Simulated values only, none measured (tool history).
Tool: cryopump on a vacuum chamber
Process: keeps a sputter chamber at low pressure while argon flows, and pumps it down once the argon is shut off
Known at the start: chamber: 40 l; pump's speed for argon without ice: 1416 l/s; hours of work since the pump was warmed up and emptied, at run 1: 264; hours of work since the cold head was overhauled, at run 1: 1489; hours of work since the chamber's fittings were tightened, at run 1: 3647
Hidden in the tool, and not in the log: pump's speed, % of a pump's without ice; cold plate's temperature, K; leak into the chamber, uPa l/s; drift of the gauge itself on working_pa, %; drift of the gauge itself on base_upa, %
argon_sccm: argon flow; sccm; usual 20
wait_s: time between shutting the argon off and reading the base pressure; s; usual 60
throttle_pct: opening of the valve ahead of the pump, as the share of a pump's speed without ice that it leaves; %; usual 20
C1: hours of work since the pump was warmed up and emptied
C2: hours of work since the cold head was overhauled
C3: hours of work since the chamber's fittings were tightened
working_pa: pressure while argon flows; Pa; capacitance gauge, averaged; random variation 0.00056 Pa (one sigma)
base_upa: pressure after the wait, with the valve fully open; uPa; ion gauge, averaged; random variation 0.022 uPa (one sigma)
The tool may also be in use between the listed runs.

run 1 hour=0 | argon_sccm=20 wait_s=60 throttle_pct=20 | C1=264 C2=1489 C3=3647 | working_pa=0.1255 base_upa=2.47
run 2 hour=87 | argon_sccm=20 wait_s=60 throttle_pct=20 | C1=307 C2=1533 C3=3691 | working_pa=0.1279 base_upa=2.57
run 3 hour=157.9 | argon_sccm=20 wait_s=60 throttle_pct=20 | C1=343 C2=1569 C3=3726 | working_pa=0.1275 base_upa=2.54
-- hour=218 pump warmed up, emptied and cooled again
run 4 hour=228.4 | argon_sccm=20 wait_s=60 throttle_pct=20 | C1=5 C2=1602 C3=3759 | working_pa=0.1196 base_upa=2.03
run 5 hour=302.3 | argon_sccm=20 wait_s=60 throttle_pct=20 | C1=43 C2=1639 C3=3797 | working_pa=0.1204 base_upa=2.14
run 6 hour=340 | argon_sccm=20 wait_s=60 throttle_pct=20 | C1=62 C2=1658 C3=3816 | working_pa=0.1201 base_upa=2.11
-- hour=373.4 leaking fittings of the chamber tightened, without venting
run 7 hour=429.7 | argon_sccm=20 wait_s=42 throttle_pct=20 | C1=106 C2=1702 C3=28 | working_pa=0.1221 base_upa=0.77
run 8 hour=513 | argon_sccm=20 wait_s=42 throttle_pct=20 | C1=148 C2=1745 C3=71 | working_pa=0.1224 base_upa=0.83
run 9 hour=583.1 | argon_sccm=20 wait_s=42 throttle_pct=20 | C1=183 C2=1780 C3=106 | working_pa=0.1233 base_upa=0.87
run 10 hour=623.1 | argon_sccm=20 wait_s=42 throttle_pct=20 | C1=204 C2=1800 C3=126 | working_pa=0.1244 base_upa=0.85
run 11 hour=664.3 | argon_sccm=28 wait_s=60 throttle_pct=20 | C1=224 C2=1821 C3=147 | working_pa=0.1741 base_upa=0.7
run 12 hour=717.9 | argon_sccm=28 wait_s=60 throttle_pct=20 | C1=252 C2=1848 C3=174 | working_pa=0.1751 base_upa=0.75
run 13 hour=777.3 | argon_sccm=20 wait_s=60 throttle_pct=20 | C1=282 C2=1878 C3=204 | working_pa=0.1269 base_upa=0.74
run 14 hour=818.5 | argon_sccm=20 wait_s=60 throttle_pct=16 | C1=302 C2=1899 C3=225 | working_pa=0.1568 base_upa=0.8
run 15 hour=905.6 | argon_sccm=20 wait_s=60 throttle_pct=16 | C1=346 C2=1943 C3=269 | working_pa=0.1581 base_upa=0.84
-- hour=958.3 pump warmed up, emptied and cooled again
run 16 hour=981.4 | argon_sccm=20 wait_s=60 throttle_pct=20 | C1=12 C2=1979 C3=305 | working_pa=0.12 base_upa=0.71
run 17 hour=1048.4 | argon_sccm=20 wait_s=60 throttle_pct=20 | C1=45 C2=2012 C3=338 | working_pa=0.1211 base_upa=0.73
run 18 hour=1114.2 | argon_sccm=20 wait_s=60 throttle_pct=39 | C1=79 C2=2046 C3=372 | working_pa=0.0626 base_upa=0.77
run 19 hour=1163.6 | argon_sccm=20 wait_s=42 throttle_pct=22 | C1=104 C2=2071 C3=397 | working_pa=0.1114 base_upa=0.92
run 20 hour=1205.5 | argon_sccm=19 wait_s=207 throttle_pct=22 | C1=125 C2=2092 C3=418 | working_pa=0.1055 base_upa=0.54
run 21 hour=1276.6 | argon_sccm=19 wait_s=207 throttle_pct=54 | C1=161 C2=2128 C3=454 | working_pa=0.0456 base_upa=0.61
run 22 hour=1350.1 | argon_sccm=27 wait_s=60 throttle_pct=20 | C1=198 C2=2165 C3=491 | working_pa=0.1685 base_upa=0.86
run 23 hour=1431 | argon_sccm=17 wait_s=60 throttle_pct=44 | C1=239 C2=2206 C3=532 | working_pa=0.0516 base_upa=0.9
run 24 hour=1510 | argon_sccm=17 wait_s=60 throttle_pct=44 | C1=279 C2=2246 C3=572 | working_pa=0.0519 base_upa=0.95
run 25 hour=1560.1 | argon_sccm=10 wait_s=77 throttle_pct=26 | C1=304 C2=2271 C3=597 | working_pa=0.0497 base_upa=0.92
run 26 hour=1628.4 | argon_sccm=12 wait_s=188 throttle_pct=20 | C1=338 C2=2305 C3=631 | working_pa=0.0758 base_upa=0.78
-- hour=1701.7 pump warmed up, emptied and cooled again
run 27 hour=1714.5 | argon_sccm=17 wait_s=80 throttle_pct=32 | C1=7 C2=2346 C3=672 | working_pa=0.064 base_upa=0.78
run 28 hour=1758.4 | argon_sccm=9 wait_s=49 throttle_pct=21 | C1=29 C2=2369 C3=695 | working_pa=0.0519 base_upa=0.97
run 29 hour=1796.1 | argon_sccm=9 wait_s=22 throttle_pct=34 | C1=48 C2=2388 C3=714 | working_pa=0.0322 base_upa=1.54
run 30 hour=1843.2 | argon_sccm=19 wait_s=60 throttle_pct=20 | C1=72 C2=2411 C3=737 | working_pa=0.1153 base_upa=0.95
run 31 hour=1898.4 | argon_sccm=19 wait_s=25 throttle_pct=16 | C1=99 C2=2439 C3=765 | working_pa=0.1434 base_upa=1.45
run 32 hour=1969.3 | argon_sccm=11 wait_s=60 throttle_pct=20 | C1=135 C2=2475 C3=801 | working_pa=0.0684 base_upa=0.97
run 33 hour=2020.8 | argon_sccm=20 wait_s=25 throttle_pct=42 | C1=161 C2=2501 C3=827 | working_pa=0.0609 base_upa=1.48

5 ways to go on from here, each from the tool as it stands after run 33. What would each give?
run A hour=2066.9 | argon_sccm=20 wait_s=60 throttle_pct=20 | C1=184 C2=2524 C3=850 | working_pa=? base_upa=?
run B hour=2066.9 | argon_sccm=37 wait_s=60 throttle_pct=20 | C1=184 C2=2524 C3=850 | working_pa=? base_upa=?
run C hour=2066.9 | argon_sccm=20 wait_s=25 throttle_pct=45 | C1=184 C2=2524 C3=850 | working_pa=? base_upa=?
run D hour=2066.9 | argon_sccm=12 wait_s=158 throttle_pct=52 | C1=184 C2=2524 C3=850 | working_pa=? base_upa=?
run E hour=2066.9 | argon_sccm=21 wait_s=121 throttle_pct=47 | C1=184 C2=2524 C3=850 | working_pa=? base_upa=?

run=A working_pa=0.1232 base_upa=1.01
run=B working_pa=0.2279 base_upa=1
run=C working_pa=0.0577 base_upa=1.5
run=D working_pa=0.0303 base_upa=0.79
run=E working_pa=0.0589 base_upa=0.88
Without the tool's hidden state the same runs would have given:
run=A working_pa=0.1185 base_upa=0.55
run=B working_pa=0.2193 base_upa=0.55
run=C working_pa=0.053 base_upa=1.04
run=D working_pa=0.0275 base_upa=0.34
run=E working_pa=0.054 base_upa=0.42

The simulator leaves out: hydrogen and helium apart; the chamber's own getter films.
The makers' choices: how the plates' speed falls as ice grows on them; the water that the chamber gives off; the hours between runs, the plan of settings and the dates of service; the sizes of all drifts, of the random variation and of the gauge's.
